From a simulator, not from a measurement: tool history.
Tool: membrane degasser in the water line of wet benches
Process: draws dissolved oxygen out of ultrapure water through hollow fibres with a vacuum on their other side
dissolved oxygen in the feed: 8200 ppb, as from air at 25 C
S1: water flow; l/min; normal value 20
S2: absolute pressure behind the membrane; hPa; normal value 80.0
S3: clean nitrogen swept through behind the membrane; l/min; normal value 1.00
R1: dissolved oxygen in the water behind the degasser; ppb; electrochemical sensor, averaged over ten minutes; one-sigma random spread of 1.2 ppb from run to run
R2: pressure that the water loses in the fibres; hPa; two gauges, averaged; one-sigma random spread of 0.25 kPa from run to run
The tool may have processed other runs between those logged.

{"run": 1, "hour": 0.0, "S1": 20, "S2": 80.0, "S3": 1.0, "R1": 215.8, "R2": 669.0}
{"run": 2, "hour": 56.9, "S1": 20, "S2": 80.0, "S3": 1.0, "R1": 215.6, "R2": 669.5}
{"run": 3, "hour": 125.3, "S1": 20, "S2": 80.0, "S3": 1.0, "R1": 214.9, "R2": 669.0}
{"run": 4, "hour": 230.0, "S1": 12, "S2": 80.0, "S3": 1.0, "R1": 132.9, "R2": 402.3}
{"run": 5, "hour": 320.5, "S1": 20, "S2": 80.0, "S3": 1.0, "R1": 215.0, "R2": 671.6}
{"run": 6, "hour": 377.1, "S1": 20, "S2": 80.0, "S3": 1.0, "R1": 216.8, "R2": 672.6}
{"run": 7, "hour": 484.2, "S1": 20, "S2": 80.0, "S3": 1.0, "R1": 215.6, "R2": 672.9}
{"run": 8, "hour": 547.7, "S1": 20, "S2": 80.0, "S3": 1.0, "R1": 213.4, "R2": 670.3}
{"run": 9, "hour": 632.8, "S1": 20, "S2": 80.0, "S3": 1.0, "R1": 213.4, "R2": 667.2}
{"run": 10, "hour": 734.8, "S1": 20, "S2": 80.0, "S3": 1.0, "R1": 212.8, "R2": 668.1}
{"run": 11, "hour": 814.9, "S1": 20, "S2": 80.0, "S3": 1.0, "R1": 215.3, "R2": 671.0}
{"run": 12, "hour": 891.7, "S1": 20, "S2": 80.0, "S3": 1.0, "R1": 212.5, "R2": 673.3}
{"run": 13, "hour": 993.9, "S1": 20, "S2": 160.7, "S3": 1.0, "R1": 540.4, "R2": 670.2}
{"run": 14, "hour": 1051.6, "S1": 20, "S2": 80.0, "S3": 1.0, "R1": 212.9, "R2": 670.7}
{"run": 15, "hour": 1115.8, "S1": 20, "S2": 69.2, "S3": 1.0, "R1": 166.8, "R2": 672.3}
{"run": 16, "hour": 1162.7, "S1": 20, "S2": 69.2, "S3": 1.0, "R1": 166.7, "R2": 670.9}
{"run": 17, "hour": 1234.7, "S1": 15, "S2": 69.2, "S3": 0.56, "R1": 207.4, "R2": 502.3}
{"run": 18, "hour": 1319.9, "S1": 13, "S2": 80.0, "S3": 1.79, "R1": 81.5, "R2": 434.8}
{"run": 19, "hour": 1395.1, "S1": 30, "S2": 80.0, "S3": 1.51, "R1": 230.9, "R2": 1003.5}
{"run": 20, "hour": 1482.2, "S1": 15, "S2": 157.9, "S3": 0.4, "R1": 853.2, "R2": 502.9}
{"run": 21, "hour": 1590.8, "S1": 15, "S2": 157.9, "S3": 0.4, "R1": 857.6, "R2": 501.0}
{"hour": 1669.1, "done": "vacuum gauge calibrated"}
{"run": 22, "hour": 1677.7, "S1": 15, "S2": 157.9, "S3": 0.4, "R1": 858.2, "R2": 501.0}
{"run": 23, "hour": 1785.9, "S1": 15, "S2": 157.9, "S3": 0.4, "R1": 863.3, "R2": 502.8}
{"run": 24, "hour": 1875.1, "S1": 17, "S2": 164.3, "S3": 1.86, "R1": 273.0, "R2": 572.2}
{"run": 25, "hour": 1963.6, "S1": 20, "S2": 87.5, "S3": 0.84, "R1": 281.0, "R2": 666.7}
{"run": 26, "hour": 2022.4, "S1": 18, "S2": 94.6, "S3": 0.62, "R1": 365.6, "R2": 603.8}
{"run": 27, "hour": 2117.5, "S1": 18, "S2": 94.6, "S3": 0.62, "R1": 365.4, "R2": 607.5}
{"run": 28, "hour": 2203.7, "S1": 14, "S2": 71.5, "S3": 0.63, "R1": 183.1, "R2": 469.9}
{"hour": 2236.9, "done": "gauge calibrated"}
{"run": 29, "hour": 2272.2, "S1": 20, "S2": 136.4, "S3": 0.48, "R1": 801.6, "R2": 671.5}
{"run": 30, "hour": 2378.5, "S1": 20, "S2": 136.4, "S3": 0.48, "R1": 807.7, "R2": 668.8}
{"run": 31, "hour": 2427.4, "S1": 20, "S2": 80.0, "S3": 1.27, "R1": 176.6, "R2": 670.0}

Measured result minus the same run's result without the hidden state. Both carry the same run-to-run variation, though not necessarily the same gauge scatter:
What the log doesn't record here: membrane still open, %; true pressure behind the membrane over the reading, kPa; air that leaks in behind the membrane, l/min; drift of the gauge itself on oxygen_ppb, %; drift of the gauge itself on loss_of_pressure_kpa, %.
run=1 R1=+0.1
run=2 R1=-0.1
run=3 R1=-0.2
run=4 R1=-0.3
run=5 R1=-0.8
run=6 R1=-1.0
run=7 R1=-1.2
run=8 R1=-1.4
run=9 R1=-1.6
run=10 R1=-1.9
run=11 R1=-2.2
run=12 R1=-2.4
run=13 R1=-6.7
run=14 R1=-2.7
run=15 R1=-2.3
run=16 R1=-2.4
run=17 R1=-3.2
run=18 R1=-1.3
run=19 R1=-4.0
run=20 R1=-16.1
run=21 R1=-17.4
run=22 R1=-18.4
run=23 R1=-19.8
run=24 R1=-6.5
run=25 R1=-7.1
run=26 R1=-9.5
run=27 R1=-9.9
run=28 R1=-5.2
run=29 R1=-0.3
run=30 R1=-1.3
run=31 R1=-0.3
For R2, the value without the hidden state is never more than 0.3 hPa from the measured value.
